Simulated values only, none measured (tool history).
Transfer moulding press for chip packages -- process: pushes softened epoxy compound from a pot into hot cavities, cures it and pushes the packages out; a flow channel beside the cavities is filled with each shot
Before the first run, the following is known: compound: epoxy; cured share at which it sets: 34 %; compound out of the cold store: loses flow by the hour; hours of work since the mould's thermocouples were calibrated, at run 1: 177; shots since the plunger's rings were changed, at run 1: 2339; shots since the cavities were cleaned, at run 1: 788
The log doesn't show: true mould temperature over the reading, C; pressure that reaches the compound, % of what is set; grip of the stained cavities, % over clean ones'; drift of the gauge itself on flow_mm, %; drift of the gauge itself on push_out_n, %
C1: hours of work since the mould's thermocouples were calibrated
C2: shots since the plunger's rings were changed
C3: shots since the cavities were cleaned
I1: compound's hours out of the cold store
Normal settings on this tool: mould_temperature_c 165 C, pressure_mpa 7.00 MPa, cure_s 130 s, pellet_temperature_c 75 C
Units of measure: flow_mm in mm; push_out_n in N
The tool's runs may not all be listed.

{"run": 1, "hour": 0.0, "mould_temperature_c": 165, "pressure_mpa": 7.0, "cure_s": 130, "pellet_temperature_c": 75, "C1": 177, "C2": 2339, "C3": 788, "I1": 19.5, "flow_mm": 830, "push_out_n": 307}
{"hour": 11.3, "done": "cavities cleaned with cleaning compound and waxed"}
{"run": 2, "hour": 12.5, "mould_temperature_c": 165, "pressure_mpa": 7.0, "cure_s": 130, "pellet_temperature_c": 75, "C1": 183, "C2": 2440, "C3": 12, "I1": 45.9, "flow_mm": 712, "push_out_n": 311}
{"run": 3, "hour": 23.2, "mould_temperature_c": 165, "pressure_mpa": 7.0, "cure_s": 130, "pellet_temperature_c": 75, "C1": 189, "C2": 2537, "C3": 109, "I1": 23.4, "flow_mm": 814, "push_out_n": 346}
{"run": 4, "hour": 32.4, "mould_temperature_c": 165, "pressure_mpa": 7.0, "cure_s": 130, "pellet_temperature_c": 75, "C1": 195, "C2": 2620, "C3": 192, "I1": 12.9, "flow_mm": 876, "push_out_n": 340}
{"run": 5, "hour": 40.8, "mould_temperature_c": 165, "pressure_mpa": 7.0, "cure_s": 130, "pellet_temperature_c": 75, "C1": 200, "C2": 2697, "C3": 269, "I1": 11.2, "flow_mm": 885, "push_out_n": 336}
{"hour": 45.0, "done": "cavities cleaned with cleaning compound and waxed, once more"}
{"run": 6, "hour": 59.2, "mould_temperature_c": 165, "pressure_mpa": 7.0, "cure_s": 130, "pellet_temperature_c": 75, "C1": 210, "C2": 2851, "C3": 130, "I1": 33.6, "flow_mm": 752, "push_out_n": 217}
{"run": 7, "hour": 74.2, "mould_temperature_c": 165, "pressure_mpa": 7.18, "cure_s": 130, "pellet_temperature_c": 75, "C1": 218, "C2": 2987, "C3": 266, "I1": 15.6, "flow_mm": 850, "push_out_n": 249}
{"run": 8, "hour": 81.0, "mould_temperature_c": 164, "pressure_mpa": 7.18, "cure_s": 155, "pellet_temperature_c": 79, "C1": 222, "C2": 3049, "C3": 328, "I1": 45.7, "flow_mm": 705, "push_out_n": 232}
{"run": 9, "hour": 91.1, "mould_temperature_c": 164, "pressure_mpa": 7.18, "cure_s": 155, "pellet_temperature_c": 79, "C1": 228, "C2": 3141, "C3": 420, "I1": 35.8, "flow_mm": 761, "push_out_n": 247}
{"run": 10, "hour": 107.6, "mould_temperature_c": 164, "pressure_mpa": 7.18, "cure_s": 155, "pellet_temperature_c": 79, "C1": 238, "C2": 3291, "C3": 570, "I1": 19.3, "flow_mm": 836, "push_out_n": 266}
{"run": 11, "hour": 118.9, "mould_temperature_c": 162, "pressure_mpa": 7.15, "cure_s": 130, "pellet_temperature_c": 68, "C1": 245, "C2": 3394, "C3": 673, "I1": 35.1, "flow_mm": 753, "push_out_n": 339}

Predict each of these 5 candidate next runs independently; none follows another, all start after run 11:
{"run": "A", "hour": 129.9, "mould_temperature_c": 163, "pressure_mpa": 7.0, "cure_s": 130, "pellet_temperature_c": 78, "C1": 251, "C2": 3494, "C3": 773, "I1": 40.0, "flow_mm": "?", "push_out_n": "?"}
{"run": "B", "hour": 129.9, "mould_temperature_c": 166, "pressure_mpa": 7.0, "cure_s": 126, "pellet_temperature_c": 80, "C1": 251, "C2": 3494, "C3": 773, "I1": 10.3, "flow_mm": "?", "push_out_n": "?"}
{"run": "C", "hour": 129.9, "mould_temperature_c": 172, "pressure_mpa": 7.0, "cure_s": 113, "pellet_temperature_c": 67, "C1": 251, "C2": 3494, "C3": 773, "I1": 13.4, "flow_mm": "?", "push_out_n": "?"}
{"run": "D", "hour": 129.9, "mould_temperature_c": 159, "pressure_mpa": 7.0, "cure_s": 130, "pellet_temperature_c": 75, "C1": 251, "C2": 3494, "C3": 773, "I1": 36.7, "flow_mm": "?", "push_out_n": "?"}
{"run": "E", "hour": 129.9, "mould_temperature_c": 168, "pressure_mpa": 7.15, "cure_s": 130, "pellet_temperature_c": 68, "C1": 251, "C2": 3494, "C3": 773, "I1": 43.8, "flow_mm": "?", "push_out_n": "?"}

run=A flow_mm=719 push_out_n=321
run=B flow_mm=861 push_out_n=324
run=C flow_mm=824 push_out_n=290
run=D flow_mm=735 push_out_n=406
run=E flow_mm=710 push_out_n=299
Without the tool's hidden state the same runs would have given:
run=A flow_mm=777 push_out_n=176
run=B flow_mm=931 push_out_n=181
run=C flow_mm=891 push_out_n=161
run=D flow_mm=794 push_out_n=221
run=E flow_mm=767 push_out_n=169
